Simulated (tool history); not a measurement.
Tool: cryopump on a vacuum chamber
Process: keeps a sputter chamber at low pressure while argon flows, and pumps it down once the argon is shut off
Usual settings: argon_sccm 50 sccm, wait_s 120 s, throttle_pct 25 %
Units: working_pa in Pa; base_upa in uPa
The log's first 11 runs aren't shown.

| run | hour | argon_sccm | wait_s | throttle_pct | working_pa | base_upa |
|---|---|---|---|---|---|---|
| 12 | 507 | 50 | 120 | 19 | 0.2073 | 0.7 |
| 13 | 572.7 | 50 | 120 | 19 | 0.209 | 0.69 |
| 14 | 633.7 | 50 | 120 | 19 | 0.209 | 0.7 |
| 15 | 669.1 | 27 | 120 | 19 | 0.113 | 0.69 |
| 16 | 702.8 | 51 | 120 | 19 | 0.213 | 0.68 |
| 17 | 746 | 50 | 120 | 25 | 0.1625 | 0.69 |
| 18 | 809.5 | 29 | 214 | 16 | 0.144 | 0.59 |
| 19 | 849.8 | 50 | 63 | 20 | 0.2018 | 0.97 |
|  | 898.4 | pump warmed up, emptied and cooled again |
| 20 | 912.4 | 40 | 220 | 32 | 0.096 | 0.55 |
| 21 | 976.5 | 41 | 28 | 54 | 0.0596 | 1.44 |
| 22 | 1041.1 | 52 | 50 | 23 | 0.1743 | 1.03 |
| 23 | 1096.6 | 47 | 120 | 30 | 0.1215 | 0.68 |
| 24 | 1141.4 | 24 | 139 | 39 | 0.0488 | 0.64 |
| 25 | 1208.1 | 24 | 139 | 39 | 0.0485 | 0.66 |
| 26 | 1272.1 | 50 | 120 | 44 | 0.0911 | 0.72 |
| 27 | 1315 | 67 | 23 | 22 | 0.2374 | 1.7 |
| 28 | 1376.2 | 98 | 202 | 22 | 0.3473 | 0.66 |
| 29 | 1438.2 | 50 | 22 | 17 | 0.2317 | 1.83 |
| 30 | 1475.6 | 50 | 225 | 17 | 0.2308 | 0.66 |
| 31 | 1542 | 50 | 225 | 17 | 0.2317 | 0.68 |
| 32 | 1573.3 | 50 | 51 | 25 | 0.1594 | 1.05 |
| 33 | 1620.6 | 58 | 51 | 25 | 0.1878 | 1.09 |
| 34 | 1662.6 | 58 | 32 | 31 | 0.1538 | 1.45 |

3 ways to go on from here, each from the tool as it stands after run 34. What would each give?
| A | 1709.6 | 60 | 120 | 25 | ? | ? |
| B | 1709.6 | 73 | 38 | 39 | ? | ? |
| C | 1709.6 | 22 | 153 | 40 | ? | ? |

| run | working_pa | base_upa |
|---|---|---|
| A | 0.1927 | 0.8 |
| B | 0.1563 | 1.37 |
| C | 0.046 | 0.77 |
Without the tool's hidden state the same runs would have given:
| run | working_pa | base_upa |
|---|---|---|
| A | 0.1809 | 0.35 |
| B | 0.1421 | 0.92 |
| C | 0.0417 | 0.33 |
